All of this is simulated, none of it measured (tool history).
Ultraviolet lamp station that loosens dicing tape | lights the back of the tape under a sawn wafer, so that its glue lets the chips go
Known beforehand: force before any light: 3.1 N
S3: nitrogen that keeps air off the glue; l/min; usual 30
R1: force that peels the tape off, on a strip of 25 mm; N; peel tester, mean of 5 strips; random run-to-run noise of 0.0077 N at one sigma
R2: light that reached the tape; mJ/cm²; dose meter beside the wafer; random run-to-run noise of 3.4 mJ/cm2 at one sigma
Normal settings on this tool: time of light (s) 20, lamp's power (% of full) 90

{"run": 1, "day": 0.0, "time of light (s)": 20, "lamp's power (% of full)": 90, "S3": 30, "R1": 0.336, "R2": 521}
{"run": 2, "day": 0.379, "time of light (s)": 20, "lamp's power (% of full)": 90, "S3": 13, "R1": 0.56, "R2": 516}
{"run": 3, "day": 0.812, "time of light (s)": 20, "lamp's power (% of full)": 90, "S3": 13, "R1": 0.544, "R2": 520}
{"run": 4, "day": 1.1, "time of light (s)": 20, "lamp's power (% of full)": 90, "S3": 57, "R1": 0.23, "R2": 528}
{"run": 5, "day": 1.504, "time of light (s)": 20, "lamp's power (% of full)": 90, "S3": 57, "R1": 0.238, "R2": 520}
{"run": 6, "day": 1.696, "time of light (s)": 20, "lamp's power (% of full)": 90, "S3": 57, "R1": 0.249, "R2": 525}
{"run": 7, "day": 1.9, "time of light (s)": 20, "lamp's power (% of full)": 90, "S3": 57, "R1": 0.252, "R2": 511}
{"run": 8, "day": 2.15, "time of light (s)": 23, "lamp's power (% of full)": 67, "S3": 32, "R1": 0.427, "R2": 448}
{"run": 9, "day": 2.388, "time of light (s)": 13, "lamp's power (% of full)": 61, "S3": 30, "R1": 1.047, "R2": 228}
{"run": 10, "day": 2.692, "time of light (s)": 20, "lamp's power (% of full)": 98, "S3": 37, "R1": 0.25, "R2": 557}
{"run": 11, "day": 2.896, "time of light (s)": 30, "lamp's power (% of full)": 98, "S3": 18, "R1": 0.202, "R2": 839}
{"run": 12, "day": 3.346, "time of light (s)": 30, "lamp's power (% of full)": 98, "S3": 18, "R1": 0.195, "R2": 832}
{"run": 13, "day": 3.554, "time of light (s)": 24, "lamp's power (% of full)": 76, "S3": 31, "R1": 0.333, "R2": 517}
{"run": 14, "day": 3.746, "time of light (s)": 24, "lamp's power (% of full)": 76, "S3": 31, "R1": 0.328, "R2": 516}

Each row is a separate what-if for the run after 14, all from the same tool condition, not one after another. Results?
{"run": "A", "day": 3.967, "time of light (s)": 24, "lamp's power (% of full)": 73, "S3": 10, "R1": "?", "R2": "?"}
{"run": "B", "day": 3.967, "time of light (s)": 32, "lamp's power (% of full)": 98, "S3": 31, "R1": "?", "R2": "?"}
{"run": "C", "day": 3.967, "time of light (s)": 29, "lamp's power (% of full)": 75, "S3": 30, "R1": "?", "R2": "?"}
{"run": "D", "day": 3.967, "time of light (s)": 14, "lamp's power (% of full)": 94, "S3": 53, "R1": "?", "R2": "?"}
{"run": "E", "day": 3.967, "time of light (s)": 12, "lamp's power (% of full)": 76, "S3": 31, "R1": "?", "R2": "?"}

run=A R1=0.659 R2=498
run=B R1=0.147 R2=883
run=C R1=0.255 R2=616
run=D R1=0.428 R2=375
run=E R1=0.932 R2=256
Had the tool no hidden state, the same runs would have come out as:
run=A R1=0.576 R2=546
run=B R1=0.134 R2=968
run=C R1=0.219 R2=676
run=D R1=0.365 R2=411
run=E R1=0.834 R2=281
